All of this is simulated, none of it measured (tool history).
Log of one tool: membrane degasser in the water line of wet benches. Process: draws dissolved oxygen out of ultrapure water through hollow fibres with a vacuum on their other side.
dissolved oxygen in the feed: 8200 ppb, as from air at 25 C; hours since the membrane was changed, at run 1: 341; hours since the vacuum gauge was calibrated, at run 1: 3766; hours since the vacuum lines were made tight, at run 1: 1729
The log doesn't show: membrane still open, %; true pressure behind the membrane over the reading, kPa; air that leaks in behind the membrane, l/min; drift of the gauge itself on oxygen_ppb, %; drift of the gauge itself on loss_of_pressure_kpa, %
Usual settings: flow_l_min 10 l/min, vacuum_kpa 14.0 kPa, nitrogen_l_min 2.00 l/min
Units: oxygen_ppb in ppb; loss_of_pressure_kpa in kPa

run,hour,flow_l_min,vacuum_kpa,nitrogen_l_min,hours since the membrane was changed,hours since the vacuum gauge was calibrated,hours since the vacuum lines were made tight,oxygen_ppb,loss_of_pressure_kpa
1,0.0,10,14.0,2.00,341,3766,1729,134.8,70.01
2,67.6,10,14.0,2.00,408,3834,1796,134.1,69.53
3,99.9,10,28.2,2.00,441,3866,1829,299.1,69.93
# hour 151.1: vacuum gauge calibrated
4,152.1,10,28.2,2.00,492,1,1880,299.9,69.90
5,220.1,10,28.2,2.00,560,69,1948,301.3,69.76
6,284.1,10,34.3,2.00,624,133,2012,371.3,70.41
7,322.6,10,34.3,2.00,663,172,2051,370.5,70.13
8,384.0,10,34.3,2.00,724,233,2112,370.7,69.53
9,421.9,10,34.3,2.00,762,271,2150,370.5,70.26
10,465.5,10,14.0,2.00,806,314,2194,135.9,69.51
11,530.6,10,14.0,2.00,871,380,2259,134.9,69.55
12,580.9,10,14.0,2.00,921,430,2309,136.2,70.09
13,637.2,10,14.0,2.00,977,486,2366,136.5,69.80
14,675.7,10,14.0,2.00,1016,525,2404,135.7,70.18
15,709.9,10,14.0,2.00,1050,559,2438,136.2,69.89
16,765.8,16,14.0,2.00,1106,615,2494,217.9,111.50
17,826.7,8,14.0,5.16,1167,676,2555,45.1,55.89
18,876.5,8,14.0,5.16,1217,725,2605,45.2,56.50
19,915.2,6,22.7,2.00,1255,764,2644,146.9,41.97
20,984.2,6,22.7,2.00,1324,833,2712,147.0,41.90
21,1019.6,9,24.3,0.82,1360,869,2748,527.3,62.91
# hour 1052.3: gauge calibrated
22,1053.3,9,24.3,0.82,1393,902,2782,519.3,62.98
23,1099.1,12,10.4,2.04,1439,948,2827,107.5,83.63
24,1131.2,10,9.2,4.38,1471,980,2860,38.0,69.58
25,1184.3,10,9.2,4.38,1524,1033,2913,38.2,69.93
26,1213.4,10,9.2,4.38,1554,1062,2942,38.2,69.55
27,1258.0,10,9.2,4.38,1598,1107,2986,38.0,69.59
28,1312.0,10,9.2,4.38,1652,1161,3040,38.1,70.15
29,1364.2,11,15.4,4.90,1704,1213,3092,73.0,76.75
30,1431.3,11,15.4,4.90,1772,1280,3160,73.0,77.35
31,1493.8,14,15.8,2.01,1834,1343,3222,218.0,98.08

4 ways to go on from here, each from the tool as it stands after run 31. What would each give?
A,1548.7,9,14.0,3.69,1889,1398,3277,?,?
B,1548.7,14,33.9,2.88,1889,1398,3277,?,?
C,1548.7,10,14.0,1.95,1889,1398,3277,?,?
D,1548.7,10,9.4,3.43,1889,1398,3277,?,?

run,oxygen_ppb,loss_of_pressure_kpa
A,68.8,62.32
B,359.9,97.74
C,138.9,69.50
D,49.0,69.48
Without the tool's hidden state the same runs would have given:
run,oxygen_ppb,loss_of_pressure_kpa
A,68.1,62.31
B,356.3,97.72
C,137.5,69.49
D,48.5,69.47
